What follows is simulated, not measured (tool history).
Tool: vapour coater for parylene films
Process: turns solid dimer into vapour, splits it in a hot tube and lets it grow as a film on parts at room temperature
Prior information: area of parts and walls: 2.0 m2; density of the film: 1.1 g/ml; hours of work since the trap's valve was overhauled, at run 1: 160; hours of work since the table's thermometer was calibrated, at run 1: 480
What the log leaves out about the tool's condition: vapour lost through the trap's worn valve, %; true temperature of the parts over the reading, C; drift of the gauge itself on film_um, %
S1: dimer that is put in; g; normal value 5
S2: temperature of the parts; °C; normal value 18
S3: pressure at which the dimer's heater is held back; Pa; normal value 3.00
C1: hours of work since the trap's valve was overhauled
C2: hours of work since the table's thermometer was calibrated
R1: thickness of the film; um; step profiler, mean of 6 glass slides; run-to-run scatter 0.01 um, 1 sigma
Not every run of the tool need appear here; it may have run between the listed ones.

run   hour  S1  S2     S3   C1   C2    R1
  1    0.0   5  18   3.00  160  480  1.07
  2   15.5   5  18   3.00  167  487  1.08
  3   37.2   5  27   3.00  177  497  0.87
  4   66.4   5  24   3.00  191  511  0.95
  5   84.4   5  24   3.00  199  519  0.93
  6  107.2   5  24   3.00  209  529  0.93
     133.4  -- trap's valve overhauled
  7  133.4   3  23   3.34    0  540  0.55
  8  155.2   3  23   3.34   10  550  0.54
  9  185.6   6  11   5.46   24  564  1.33
 10  201.3   6  11   8.46   31  571  1.25
 11  217.7   7  21  10.72   39  578  1.16
 12  253.1   7  21  10.72   55  595  1.16

Here are 3 independent what-if runs from the current tool condition. What would each one return?
     283.3  -- trap's valve overhauled, once more
  A  283.3   5  18   4.38   0  607   ?
     283.3  -- trap's valve overhauled, once more
  B  283.3   5  15   6.42   0  607   ?
     283.3  -- trap's valve overhauled, once more
  C  283.3   4  21  10.72   0  607   ?

run    R1
  A  1.05
  B  1.09
  C  0.71
Had the tool no hidden state, the same runs would have come out as:
run    R1
  A  1.06
  B  1.10
  C  0.72
